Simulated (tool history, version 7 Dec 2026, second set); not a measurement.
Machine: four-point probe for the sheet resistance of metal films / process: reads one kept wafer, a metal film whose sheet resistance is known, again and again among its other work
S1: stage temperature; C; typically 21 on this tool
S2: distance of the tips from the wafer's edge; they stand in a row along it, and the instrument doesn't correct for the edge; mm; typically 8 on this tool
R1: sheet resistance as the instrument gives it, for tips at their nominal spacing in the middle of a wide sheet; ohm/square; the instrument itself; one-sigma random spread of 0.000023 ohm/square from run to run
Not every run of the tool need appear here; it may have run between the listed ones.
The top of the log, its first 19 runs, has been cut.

| run | hour | S1 | S2 | R1 |
|---|---|---|---|---|
| 20 | 366.7 | 22 | 8 | 0.112926 |
| 21 | 385.8 | 22 | 8 | 0.112918 |
| 22 | 412.3 | 22 | 8 | 0.112911 |
| 23 | 429.2 | 21 | 8 | 0.113047 |
| 24 | 454 | 27 | 49 | 0.11112 |
|  | 466.2 | stage's thermometer calibrated, once more |
| 25 | 481.9 | 27 | 4 | 0.116801 |
| 26 | 495.2 | 27 | 4 | 0.116826 |
| 27 | 514.9 | 21 | 14 | 0.112068 |
| 28 | 541.3 | 24 | 9 | 0.112488 |
| 29 | 558.2 | 24 | 9 | 0.112505 |
| 30 | 573.4 | 24 | 9 | 0.112504 |
| 31 | 600.2 | 24 | 22 | 0.111538 |
| 32 | 618.4 | 24 | 22 | 0.111518 |
| 33 | 634.1 | 21 | 12 | 0.112237 |
| 34 | 650.6 | 23 | 27 | 0.111515 |
| 35 | 675.8 | 23 | 27 | 0.111562 |
| 36 | 700.9 | 23 | 27 | 0.111539 |
| 37 | 720.4 | 23 | 5 | 0.115177 |
| 38 | 736.3 | 26 | 18 | 0.111423 |

Run 39, settings as shown, results not yet in. Your forecast:
| 39 | 762.6 | 24 | 21 | ? |

Logged for run 39: R1 0.111541 ohm/square.
Were there no unlogged condition in the tool, this run, its random variation unchanged, would have produced R1 0.112131 ohm/square.
